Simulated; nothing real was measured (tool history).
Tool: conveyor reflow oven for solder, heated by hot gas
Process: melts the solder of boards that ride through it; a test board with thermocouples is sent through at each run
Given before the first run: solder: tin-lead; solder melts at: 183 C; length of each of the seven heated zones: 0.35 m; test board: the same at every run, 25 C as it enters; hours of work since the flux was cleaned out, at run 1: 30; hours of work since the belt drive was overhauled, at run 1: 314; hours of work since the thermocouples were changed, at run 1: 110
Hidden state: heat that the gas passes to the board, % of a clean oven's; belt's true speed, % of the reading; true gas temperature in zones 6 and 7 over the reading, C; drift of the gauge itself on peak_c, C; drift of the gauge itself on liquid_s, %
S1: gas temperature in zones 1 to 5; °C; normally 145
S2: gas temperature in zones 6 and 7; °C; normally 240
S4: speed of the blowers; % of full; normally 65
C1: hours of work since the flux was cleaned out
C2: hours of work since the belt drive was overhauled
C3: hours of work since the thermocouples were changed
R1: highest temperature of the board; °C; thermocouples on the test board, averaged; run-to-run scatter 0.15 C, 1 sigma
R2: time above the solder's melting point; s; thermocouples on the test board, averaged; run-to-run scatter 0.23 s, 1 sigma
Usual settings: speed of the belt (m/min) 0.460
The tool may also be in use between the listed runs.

Run 1, day 0.000: usual settings; C1 30; C2 314; C3 110. Result: R1 225.5 °C, R2 78.4 s.
Run 2, day 0.504: usual settings; C1 35; C2 320; C3 115. Result: R1 225.3 °C, R2 78.1 s.
Run 3, day 1.304: usual settings but S1 160 °C; C1 44; C2 328; C3 124. Result: R1 227.7 °C, R2 87.2 s.
Run 4, day 1.858: usual settings but S1 160 °C; C1 49; C2 334; C3 130. Result: R1 227.8 °C, R2 87.3 s.
Run 5, day 2.783: usual settings but speed of the belt (m/min) 0.432; C1 59; C2 344; C3 139. Result: R1 227.0 °C, R2 85.2 s.
Run 6, day 3.250: usual settings but speed of the belt (m/min) 0.432; C1 64; C2 349; C3 144. Result: R1 227.4 °C, R2 84.9 s.
Run 7, day 3.883: usual settings but S4 50 % of full; C1 71; C2 355; C3 151. Result: R1 221.9 °C, R2 75.1 s.
Run 8, day 4.788: usual settings but speed of the belt (m/min) 0.489; C1 80; C2 365; C3 161. Result: R1 223.6 °C, R2 71.8 s.
Run 9, day 5.408: usual settings; C1 87; C2 371; C3 167. Result: R1 225.8 °C, R2 78.2 s.
Run 10, day 5.825: usual settings but S1 144 °C; C1 91; C2 376; C3 171. Result: R1 225.5 °C, R2 77.7 s.
Run 11, day 6.758: usual settings; C1 101; C2 386; C3 181. Result: R1 225.6 °C, R2 78.3 s.
Run 12, day 7.317: usual settings; C1 107; C2 392; C3 187. Result: R1 225.7 °C, R2 78.4 s.
Run 13, day 8.217: usual settings; C1 117; C2 401; C3 197. Result: R1 225.4 °C, R2 78.1 s.
Run 14, day 8.933: usual settings but speed of the belt (m/min) 0.412; C1 124; C2 409; C3 204. Result: R1 228.4 °C, R2 89.8 s.
Run 15, day 9.438: usual settings but S2 242 °C, speed of the belt (m/min) 0.452, S4 73 % of full; C1 129; C2 414; C3 210. Result: R1 229.1 °C, R2 82.5 s.
Run 16, day 9.862: usual settings but S1 154 °C, speed of the belt (m/min) 0.376; C1 134; C2 418; C3 214. Result: R1 231.9 °C, R2 105.7 s.
Run 17, day 10.662: usual settings but S1 149 °C, S2 238 °C, speed of the belt (m/min) 0.487, S4 55 % of full; C1 142; C2 427; C3 223. Result: R1 220.4 °C, R2 71.7 s.
Run 18, day 11.575: usual settings but S1 135 °C, S2 238 °C, speed of the belt (m/min) 0.487, S4 55 % of full; C1 152; C2 437; C3 232. Result: R1 217.8 °C, R2 62.8 s.
Run 19, day 12.017: usual settings but S1 135 °C, S2 238 °C, speed of the belt (m/min) 0.487, S4 55 % of full; C1 157; C2 441; C3 237. Result: R1 217.7 °C, R2 63.5 s.
Run 20, day 12.808: usual settings but S1 148 °C, S2 239 °C, speed of the belt (m/min) 0.449, S4 76 % of full; C1 165; C2 450; C3 245. Result: R1 227.6 °C, R2 83.1 s.
Run 21, day 13.600: usual settings but S1 148 °C, S2 239 °C, speed of the belt (m/min) 0.449, S4 76 % of full; C1 173; C2 458; C3 253. Result: R1 227.4 °C, R2 83.3 s.
Run 22, day 14.629: usual settings but S1 148 °C, S2 239 °C, speed of the belt (m/min) 0.449, S4 76 % of full; C1 184; C2 469; C3 264. Result: R1 227.6 °C, R2 83.2 s.
Run 23, day 15.442: usual settings but S1 148 °C, S2 239 °C, speed of the belt (m/min) 0.449, S4 76 % of full; C1 193; C2 477; C3 273. Result: R1 227.6 °C, R2 83.2 s.
Run 24, day 16.142: usual settings but S1 148 °C, S2 239 °C, speed of the belt (m/min) 0.449, S4 76 % of full; C1 200; C2 485; C3 280. Result: R1 227.4 °C, R2 83.1 s.
Run 25, day 16.654: usual settings but S1 139 °C, speed of the belt (m/min) 0.538; C1 206; C2 490; C3 286. Result: R1 219.2 °C, R2 59.6 s.
Run 26, day 17.562: usual settings but speed of the belt (m/min) 0.541; C1 215; C2 500; C3 295. Result: R1 220.2 °C, R2 62.6 s.
Run 27, day 18.004: usual settings but S1 154 °C, S2 250 °C, speed of the belt (m/min) 0.518, S4 60 % of full; C1 220; C2 504; C3 300. Result: R1 231.1 °C, R2 76.6 s.
Run 28, day 18.421: usual settings but S2 233 °C, speed of the belt (m/min) 0.533, S4 77 % of full; C1 224; C2 509; C3 304. Result: R1 217.1 °C, R2 62.0 s.

Branching from run 28: 3 alternative next runs. What would each branch give?
Run A, day 18.988: usual settings but S1 134 °C, S2 247 °C, speed of the belt (m/min) 0.533, S4 52 % of full; C1 230; C2 515; C3 310. Result: R1 ?, R2 ?.
Run B, day 18.988: usual settings but S2 235 °C, speed of the belt (m/min) 0.497; C1 230; C2 515; C3 310. Result: R1 ?, R2 ?.
Run C, day 18.988: usual settings but S1 143 °C, speed of the belt (m/min) 0.414, S4 52 % of full; C1 230; C2 515; C3 310. Result: R1 ?, R2 ?.

run     R1    R2
  A  220.4  59.0
  B  218.7  67.5
  C  225.6  86.0
What these runs would have given with no unlogged condition in the tool:
run     R1    R2
  A  220.4  58.9
  B  218.6  67.4
  C  225.5  86.0
